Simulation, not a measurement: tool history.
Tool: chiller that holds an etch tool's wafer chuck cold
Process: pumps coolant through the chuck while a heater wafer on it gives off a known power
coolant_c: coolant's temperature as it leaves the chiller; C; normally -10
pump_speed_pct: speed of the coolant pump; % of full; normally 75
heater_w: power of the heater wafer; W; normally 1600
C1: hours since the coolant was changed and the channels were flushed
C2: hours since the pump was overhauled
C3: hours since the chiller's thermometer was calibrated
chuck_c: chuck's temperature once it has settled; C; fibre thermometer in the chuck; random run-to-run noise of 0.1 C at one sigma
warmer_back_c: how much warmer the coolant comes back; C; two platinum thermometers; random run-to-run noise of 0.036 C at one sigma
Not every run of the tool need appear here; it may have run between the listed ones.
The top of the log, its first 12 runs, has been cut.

Run 13, day 34.929: usual settings; C1 1938; C2 922; C3 1050. Result: chuck_c 2.8 C, warmer_back_c 6.89 C.
Run 14, day 38.675: usual settings; C1 2028; C2 1012; C3 1140. Result: chuck_c 3.1 C, warmer_back_c 6.96 C.
Run 15, day 42.279: usual settings; C1 2115; C2 1098; C3 1226. Result: chuck_c 3.1 C, warmer_back_c 6.94 C.
Run 16, day 44.362: usual settings but pump_speed_pct 97 % of full; C1 2165; C2 1148; C3 1276. Result: chuck_c 0.8 C, warmer_back_c 5.35 C.
Run 17, day 48.829: usual settings but pump_speed_pct 97 % of full; C1 2272; C2 1256; C3 1384. Result: chuck_c 0.9 C, warmer_back_c 5.33 C.
Run 18, day 51.867: usual settings but pump_speed_pct 97 % of full; C1 2345; C2 1329; C3 1457. Result: chuck_c 1.1 C, warmer_back_c 5.36 C.
Run 19, day 55.988: usual settings but heater_w 1910 W; C1 2444; C2 1427; C3 1555. Result: chuck_c 5.6 C, warmer_back_c 8.28 C.
Run 20, day 59.404: usual settings but coolant_c -15 C, heater_w 1289 W; C1 2526; C2 1509; C3 1637. Result: chuck_c -4.4 C, warmer_back_c 5.62 C.
Run 21, day 61.35: usual settings but coolant_c -6 C, pump_speed_pct 68 % of full, heater_w 2090 W; C1 2572; C2 1556; C3 1684. Result: chuck_c 12.2 C, warmer_back_c 10.04 C.

For run 22, what comes out?
Run 22, day 63.358: usual settings but coolant_c -9 C, pump_speed_pct 68 % of full, heater_w 2054 W; C1 2621; C2 1604; C3 1732. Result: chuck_c ?, warmer_back_c ?.

chuck_c: 8.9 C
warmer_back_c: 9.82 C
On a tool with no hidden condition, and with the same random variation, this run would have come out at chuck_c 8.9 C, warmer_back_c 9.65 C.
